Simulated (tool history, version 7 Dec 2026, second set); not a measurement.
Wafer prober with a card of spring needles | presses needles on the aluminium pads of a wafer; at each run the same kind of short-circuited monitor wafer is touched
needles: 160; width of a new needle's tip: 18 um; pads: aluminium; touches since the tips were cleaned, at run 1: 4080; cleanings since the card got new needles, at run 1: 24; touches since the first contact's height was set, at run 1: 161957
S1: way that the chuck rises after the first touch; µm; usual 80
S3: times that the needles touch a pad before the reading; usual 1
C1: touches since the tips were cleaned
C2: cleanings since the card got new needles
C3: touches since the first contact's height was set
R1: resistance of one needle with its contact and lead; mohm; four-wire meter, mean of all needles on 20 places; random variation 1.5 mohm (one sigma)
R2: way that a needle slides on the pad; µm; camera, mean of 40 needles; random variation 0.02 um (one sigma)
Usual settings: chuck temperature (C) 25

{"run": 1, "hour": 0.0, "S1": 80, "chuck temperature (C)": 25, "S3": 1, "C1": 4080, "C2": 24, "C3": 161957, "R1": 216, "R2": 11.67}
{"hour": 4.3, "done": "tips cleaned on abrasive film"}
{"run": 2, "hour": 12.9, "S1": 80, "chuck temperature (C)": 25, "S3": 1, "C1": 4147, "C2": 25, "C3": 168103, "R1": 215, "R2": 11.71}
{"hour": 17.6, "done": "tips cleaned on abrasive film"}
{"run": 3, "hour": 23.4, "S1": 80, "chuck temperature (C)": 25, "S3": 1, "C1": 2796, "C2": 26, "C3": 173112, "R1": 199, "R2": 11.67}
{"hour": 30.6, "done": "tips cleaned on abrasive film"}
{"run": 4, "hour": 37.9, "S1": 82, "chuck temperature (C)": 25, "S3": 1, "C1": 3485, "C2": 27, "C3": 180007, "R1": 210, "R2": 11.98}
{"hour": 43.8, "done": "tips cleaned on abrasive film"}
{"run": 5, "hour": 51.7, "S1": 80, "chuck temperature (C)": 25, "S3": 1, "C1": 3799, "C2": 28, "C3": 186593, "R1": 213, "R2": 11.65}
{"hour": 56.6, "done": "tips cleaned on abrasive film"}
{"hour": 56.9, "done": "height of the first contact set anew"}
{"run": 6, "hour": 59.5, "S1": 98, "chuck temperature (C)": 25, "S3": 1, "C1": 1247, "C2": 29, "C3": 1247, "R1": 159, "R2": 14.57}
{"hour": 70.0, "done": "tips cleaned on abrasive film"}
{"run": 7, "hour": 74.1, "S1": 80, "chuck temperature (C)": 25, "S3": 1, "C1": 1964, "C2": 30, "C3": 8211, "R1": 188, "R2": 11.93}
{"hour": 82.8, "done": "tips cleaned on abrasive film"}
{"run": 8, "hour": 87.8, "S1": 80, "chuck temperature (C)": 64, "S3": 1, "C1": 2370, "C2": 31, "C3": 14719, "R1": 195, "R2": 11.88}
{"hour": 96.0, "done": "tips cleaned on abrasive film"}
{"run": 9, "hour": 96.6, "S1": 80, "chuck temperature (C)": 25, "S3": 1, "C1": 265, "C2": 32, "C3": 18905, "R1": 154, "R2": 11.87}
{"run": 10, "hour": 106.1, "S1": 80, "chuck temperature (C)": 25, "S3": 1, "C1": 4829, "C2": 32, "C3": 23469, "R1": 224, "R2": 11.87}
{"hour": 109.0, "done": "tips cleaned on abrasive film"}
{"run": 11, "hour": 118.5, "S1": 80, "chuck temperature (C)": 25, "S3": 1, "C1": 4533, "C2": 33, "C3": 29372, "R1": 219, "R2": 11.87}
{"hour": 121.7, "done": "tips cleaned on abrasive film"}
{"run": 12, "hour": 127.3, "S1": 80, "chuck temperature (C)": 79, "S3": 1, "C1": 2691, "C2": 34, "C3": 33588, "R1": 201, "R2": 11.85}
{"hour": 134.8, "done": "tips cleaned on abrasive film"}
{"run": 13, "hour": 142.1, "S1": 80, "chuck temperature (C)": 66, "S3": 1, "C1": 3524, "C2": 35, "C3": 40628, "R1": 213, "R2": 11.85}
{"hour": 148.7, "done": "tips cleaned on abrasive film"}
{"run": 14, "hour": 153.0, "S1": 80, "chuck temperature (C)": 66, "S3": 1, "C1": 2079, "C2": 36, "C3": 45829, "R1": 195, "R2": 11.88}
{"hour": 161.8, "done": "tips cleaned on abrasive film"}
{"run": 15, "hour": 161.9, "S1": 80, "chuck temperature (C)": 66, "S3": 1, "C1": 53, "C2": 37, "C3": 50029, "R1": 156, "R2": 11.83}
{"run": 16, "hour": 171.4, "S1": 80, "chuck temperature (C)": 66, "S3": 3, "C1": 4629, "C2": 37, "C3": 54605, "R1": 174, "R2": 11.85}
{"hour": 175.1, "done": "tips cleaned on abrasive film"}
{"run": 17, "hour": 179.1, "S1": 80, "chuck temperature (C)": 66, "S3": 3, "C1": 1939, "C2": 38, "C3": 58269, "R1": 164, "R2": 11.85}
{"hour": 188.3, "done": "tips cleaned on abrasive film"}
{"run": 18, "hour": 190.9, "S1": 62, "chuck temperature (C)": 43, "S3": 3, "C1": 1258, "C2": 39, "C3": 63871, "R1": 169, "R2": 9.17}
{"hour": 201.1, "done": "tips cleaned on abrasive film"}
{"run": 19, "hour": 203.5, "S1": 87, "chuck temperature (C)": 32, "S3": 1, "C1": 1185, "C2": 40, "C3": 69906, "R1": 169, "R2": 12.86}
{"hour": 214.4, "done": "tips cleaned on abrasive film"}
{"run": 20, "hour": 219.2, "S1": 69, "chuck temperature (C)": 36, "S3": 2, "C1": 2338, "C2": 41, "C3": 77393, "R1": 186, "R2": 10.16}
{"hour": 227.7, "done": "tips cleaned on abrasive film"}
{"run": 21, "hour": 229.5, "S1": 69, "chuck temperature (C)": 36, "S3": 2, "C1": 870, "C2": 42, "C3": 82277, "R1": 167, "R2": 10.15}
{"hour": 240.6, "done": "tips cleaned on abrasive film"}
{"run": 22, "hour": 240.7, "S1": 69, "chuck temperature (C)": 36, "S3": 2, "C1": 65, "C2": 43, "C3": 87619, "R1": 155, "R2": 10.15}
{"run": 23, "hour": 249.5, "S1": 80, "chuck temperature (C)": 25, "S3": 2, "C1": 4271, "C2": 43, "C3": 91825, "R1": 191, "R2": 11.77}
{"hour": 253.3, "done": "tips cleaned on abrasive film"}
{"run": 24, "hour": 255.9, "S1": 80, "chuck temperature (C)": 25, "S3": 2, "C1": 1252, "C2": 44, "C3": 94890, "R1": 164, "R2": 11.78}
{"hour": 266.7, "done": "tips cleaned on abrasive film"}
{"run": 25, "hour": 271.5, "S1": 80, "chuck temperature (C)": 117, "S3": 3, "C1": 2281, "C2": 45, "C3": 102308, "R1": 175, "R2": 11.77}
{"hour": 279.7, "done": "tips cleaned on abrasive film"}
{"run": 26, "hour": 282.0, "S1": 88, "chuck temperature (C)": 25, "S3": 2, "C1": 1119, "C2": 46, "C3": 107311, "R1": 155, "R2": 12.98}
{"run": 27, "hour": 288.9, "S1": 91, "chuck temperature (C)": 47, "S3": 1, "C1": 4434, "C2": 46, "C3": 110626, "R1": 206, "R2": 13.39}
{"hour": 292.7, "done": "tips cleaned on abrasive film"}
{"run": 28, "hour": 303.0, "S1": 63, "chuck temperature (C)": 34, "S3": 2, "C1": 4928, "C2": 47, "C3": 117342, "R1": 229, "R2": 9.22}
{"hour": 306.4, "done": "tips cleaned on abrasive film"}
{"run": 29, "hour": 309.4, "S1": 66, "chuck temperature (C)": 57, "S3": 3, "C1": 1446, "C2": 48, "C3": 120370, "R1": 172, "R2": 9.64}
{"hour": 319.8, "done": "tips cleaned on abrasive film"}
{"run": 30, "hour": 320.7, "S1": 80, "chuck temperature (C)": 44, "S3": 2, "C1": 450, "C2": 49, "C3": 125753, "R1": 160, "R2": 11.75}
{"hour": 332.8, "done": "tips cleaned on abrasive film"}
{"run": 31, "hour": 335.9, "S1": 97, "chuck temperature (C)": 38, "S3": 1, "C1": 1503, "C2": 50, "C3": 133016, "R1": 168, "R2": 14.2}
{"run": 32, "hour": 343.4, "S1": 83, "chuck temperature (C)": 49, "S3": 1, "C1": 5091, "C2": 50, "C3": 136604, "R1": 221, "R2": 12.18}
{"hour": 346.0, "done": "tips cleaned on abrasive film"}
{"run": 33, "hour": 352.3, "S1": 67, "chuck temperature (C)": 25, "S3": 1, "C1": 3043, "C2": 51, "C3": 140846, "R1": 230, "R2": 9.76}

4 ways to go on from here, each from the tool as it stands after run 33. What would each give?
{"hour": 359.7, "done": "tips cleaned on abrasive film"}
{"run": "A", "hour": 363.6, "S1": 87, "chuck temperature (C)": 39, "S3": 2, "C1": 1879, "C2": 52, "C3": 146231, "R1": "?", "R2": "?"}
{"hour": 359.7, "done": "tips cleaned on abrasive film"}
{"run": "B", "hour": 363.6, "S1": 67, "chuck temperature (C)": 25, "S3": 3, "C1": 1879, "C2": 52, "C3": 146231, "R1": "?", "R2": "?"}
{"hour": 359.7, "done": "tips cleaned on abrasive film"}
{"run": "C", "hour": 363.6, "S1": 88, "chuck temperature (C)": 26, "S3": 3, "C1": 1879, "C2": 52, "C3": 146231, "R1": "?", "R2": "?"}
{"hour": 359.7, "done": "tips cleaned on abrasive film"}
{"run": "D", "hour": 363.6, "S1": 82, "chuck temperature (C)": 97, "S3": 1, "C1": 1879, "C2": 52, "C3": 146231, "R1": "?", "R2": "?"}

run=A R1=165 R2=12.73
run=B R1=168 R2=9.77
run=C R1=156 R2=12.87
run=D R1=191 R2=11.99
Without the tool's hidden state the same runs would have given:
run=A R1=141 R2=12.95
run=B R1=145 R2=9.98
run=C R1=141 R2=13.08
run=D R1=152 R2=12.20
